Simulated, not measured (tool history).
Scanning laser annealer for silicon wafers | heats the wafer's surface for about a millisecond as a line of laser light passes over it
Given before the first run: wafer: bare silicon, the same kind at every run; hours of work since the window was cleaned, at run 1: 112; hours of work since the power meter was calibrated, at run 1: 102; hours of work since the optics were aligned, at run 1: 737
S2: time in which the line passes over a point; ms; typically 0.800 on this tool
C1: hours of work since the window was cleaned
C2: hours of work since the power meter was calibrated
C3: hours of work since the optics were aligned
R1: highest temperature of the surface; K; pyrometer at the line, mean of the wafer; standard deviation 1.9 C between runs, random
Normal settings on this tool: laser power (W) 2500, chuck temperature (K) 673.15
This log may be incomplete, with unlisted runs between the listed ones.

run 1 hour=0.0 | laser_power_(W)=2500 S2=0.800 chuck_temperature_(K)=673.15 | C1=112 C2=102 C3=737 | R1=1502.15
run 2 hour=11.5 | laser_power_(W)=2500 S2=0.800 chuck_temperature_(K)=673.15 | C1=116 C2=106 C3=742 | R1=1506.15
run 3 hour=31.2 | laser_power_(W)=2500 S2=0.800 chuck_temperature_(K)=673.15 | C1=124 C2=114 C3=750 | R1=1505.15
run 4 hour=45.3 | laser_power_(W)=2500 S2=0.932 chuck_temperature_(K)=673.15 | C1=130 C2=120 C3=755 | R1=1576.15
run 5 hour=59.2 | laser_power_(W)=2500 S2=0.932 chuck_temperature_(K)=673.15 | C1=136 C2=126 C3=761 | R1=1574.15
run 6 hour=69.1 | laser_power_(W)=2500 S2=0.932 chuck_temperature_(K)=673.15 | C1=140 C2=130 C3=765 | R1=1572.15
run 7 hour=87.3 | laser_power_(W)=2500 S2=0.800 chuck_temperature_(K)=673.15 | C1=147 C2=137 C3=772 | R1=1506.15
run 8 hour=96.7 | laser_power_(W)=2500 S2=0.800 chuck_temperature_(K)=673.15 | C1=151 C2=141 C3=776 | R1=1506.15
run 9 hour=112.1 | laser_power_(W)=2500 S2=0.800 chuck_temperature_(K)=673.15 | C1=157 C2=147 C3=782 | R1=1508.15
run 10 hour=127.0 | laser_power_(W)=2500 S2=0.800 chuck_temperature_(K)=673.15 | C1=163 C2=153 C3=788 | R1=1505.15
run 11 hour=144.7 | laser_power_(W)=2500 S2=0.800 chuck_temperature_(K)=673.15 | C1=170 C2=160 C3=796 | R1=1505.15
run 12 hour=164.6 | laser_power_(W)=2410 S2=0.800 chuck_temperature_(K)=673.15 | C1=178 C2=168 C3=804 | R1=1473.15
run 13 hour=178.5 | laser_power_(W)=2410 S2=0.800 chuck_temperature_(K)=673.15 | C1=184 C2=174 C3=809 | R1=1474.15
run 14 hour=195.5 | laser_power_(W)=2410 S2=0.800 chuck_temperature_(K)=673.15 | C1=191 C2=181 C3=816 | R1=1472.15
run 15 hour=209.5 | laser_power_(W)=2410 S2=0.800 chuck_temperature_(K)=673.15 | C1=197 C2=187 C3=822 | R1=1473.15
run 16 hour=227.8 | laser_power_(W)=2500 S2=0.800 chuck_temperature_(K)=659.15 | C1=204 C2=194 C3=829 | R1=1491.15
run 17 hour=239.7 | laser_power_(W)=2500 S2=0.800 chuck_temperature_(K)=659.15 | C1=209 C2=199 C3=834 | R1=1492.15
run 18 hour=258.9 | laser_power_(W)=2500 S2=0.800 chuck_temperature_(K)=659.15 | C1=216 C2=207 C3=842 | R1=1491.15
run 19 hour=269.4 | laser_power_(W)=2563 S2=0.800 chuck_temperature_(K)=692.15 | C1=221 C2=211 C3=846 | R1=1549.15
run 20 hour=288.3 | laser_power_(W)=2563 S2=0.800 chuck_temperature_(K)=692.15 | C1=228 C2=218 C3=854 | R1=1549.15
run 21 hour=298.9 | laser_power_(W)=2707 S2=0.800 chuck_temperature_(K)=655.15 | C1=233 C2=223 C3=858 | R1=1564.15
run 22 hour=308.5 | laser_power_(W)=2707 S2=0.800 chuck_temperature_(K)=655.15 | C1=237 C2=227 C3=862 | R1=1561.15
run 23 hour=325.2 | laser_power_(W)=2230 S2=0.800 chuck_temperature_(K)=661.15 | C1=243 C2=233 C3=869 | R1=1396.15
run 24 hour=338.3 | laser_power_(W)=2629 S2=0.841 chuck_temperature_(K)=684.15 | C1=249 C2=239 C3=874 | R1=1586.15
run 25 hour=348.8 | laser_power_(W)=2629 S2=0.663 chuck_temperature_(K)=684.15 | C1=253 C2=243 C3=878 | R1=1481.15
run 26 hour=368.0 | laser_power_(W)=2629 S2=0.663 chuck_temperature_(K)=684.15 | C1=261 C2=251 C3=886 | R1=1481.15
run 27 hour=376.9 | laser_power_(W)=2400 S2=0.987 chuck_temperature_(K)=688.15 | C1=264 C2=254 C3=889 | R1=1576.15
run 28 hour=395.2 | laser_power_(W)=2488 S2=0.725 chuck_temperature_(K)=683.15 | C1=272 C2=262 C3=897 | R1=1469.15
run 29 hour=404.9 | laser_power_(W)=2488 S2=0.725 chuck_temperature_(K)=683.15 | C1=276 C2=266 C3=901 | R1=1470.15
run 30 hour=419.0 | laser_power_(W)=2438 S2=0.632 chuck_temperature_(K)=655.15 | C1=281 C2=271 C3=907 | R1=1367.15
run 31 hour=435.4 | laser_power_(W)=2608 S2=0.852 chuck_temperature_(K)=655.15 | C1=288 C2=278 C3=913 | R1=1554.15

Branching from run 31: 3 alternative next runs. What would each branch give?
run A hour=451.7 | laser_power_(W)=2355 S2=0.681 chuck_temperature_(K)=673.15 | C1=295 C2=285 C3=920 | R1=?
run B hour=451.7 | laser_power_(W)=2735 S2=0.852 chuck_temperature_(K)=709.15 | C1=295 C2=285 C3=920 | R1=?
run C hour=451.7 | laser_power_(W)=2234 S2=0.988 chuck_temperature_(K)=673.15 | C1=295 C2=285 C3=920 | R1=?

run=A R1=1389.15
run=B R1=1657.15
run=C R1=1490.15
With no hidden state in the tool, these same runs would have given:
run=A R1=1390.15
run=B R1=1658.15
run=C R1=1491.15
